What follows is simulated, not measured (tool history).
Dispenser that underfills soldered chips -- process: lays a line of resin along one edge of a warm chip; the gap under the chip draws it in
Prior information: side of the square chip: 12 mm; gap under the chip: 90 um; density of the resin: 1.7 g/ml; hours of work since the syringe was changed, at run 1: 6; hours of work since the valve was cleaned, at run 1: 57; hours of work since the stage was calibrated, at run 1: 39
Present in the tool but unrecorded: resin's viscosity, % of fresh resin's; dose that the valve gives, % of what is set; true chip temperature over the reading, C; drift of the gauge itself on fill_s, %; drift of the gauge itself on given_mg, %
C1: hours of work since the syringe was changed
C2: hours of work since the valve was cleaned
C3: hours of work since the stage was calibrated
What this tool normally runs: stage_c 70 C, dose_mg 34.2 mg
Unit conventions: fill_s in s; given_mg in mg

Run 1, hour 0: usual settings; C1 6; C2 57; C3 39. Result: fill_s 149.6 s, given_mg 32.2 mg.
At hour 1.7: new syringe of resin.
Run 2, hour 7: usual settings; C1 4; C2 62; C3 43. Result: fill_s 124.6 s, given_mg 32 mg.
Run 3, hour 11: usual settings but stage_c 72 C; C1 6; C2 64; C3 46. Result: fill_s 134.9 s, given_mg 32.19 mg.
At hour 12.8: new syringe of resin.
Run 4, hour 17.8: usual settings but stage_c 72 C; C1 3; C2 69; C3 50. Result: fill_s 115.2 s, given_mg 32.24 mg.
At hour 24: new syringe of resin.
Run 5, hour 24.1: usual settings but stage_c 72 C; C1 0; C2 73; C3 54. Result: fill_s 93.7 s, given_mg 31.79 mg.
Run 6, hour 28.1: usual settings but dose_mg 34.3 mg; C1 3; C2 76; C3 57. Result: fill_s 118.1 s, given_mg 32.06 mg.
At hour 35: new syringe of resin.
Run 7, hour 36.4: usual settings but dose_mg 34.3 mg; C1 1; C2 81; C3 62. Result: fill_s 104.5 s, given_mg 31.62 mg.
Run 8, hour 40: usual settings but stage_c 59 C, dose_mg 41.9 mg; C1 3; C2 83; C3 65. Result: fill_s 189 s, given_mg 38.69 mg.
At hour 46.6: new syringe of resin.
Run 9, hour 48.3: usual settings but stage_c 83 C, dose_mg 41.9 mg; C1 1; C2 89; C3 70. Result: fill_s 64.2 s, given_mg 38.53 mg.
Run 10, hour 53.4: usual settings but stage_c 83 C, dose_mg 29.7 mg; C1 5; C2 92; C3 74. Result: fill_s 82 s, given_mg 27.27 mg.
At hour 58: new syringe of resin.
Run 11, hour 61.1: usual settings but stage_c 83 C, dose_mg 29.7 mg; C1 2; C2 97; C3 79. Result: fill_s 70.9 s, given_mg 27.18 mg.
Run 12, hour 66.9: usual settings but stage_c 83 C, dose_mg 29.7 mg; C1 6; C2 101; C3 83. Result: fill_s 90.4 s, given_mg 26.96 mg.

Expected results for the next run?
At hour 69.2: new syringe of resin.
Run 13, hour 70.6: usual settings but stage_c 83 C, dose_mg 29.7 mg; C1 1; C2 103; C3 85. Result: fill_s ?, given_mg ?.

{"run 13": {"fill_s": 65.1, "given_mg": 26.95}}
Without the tool's hidden state the same run would have given fill_s 61 s, given_mg 29.77 mg.
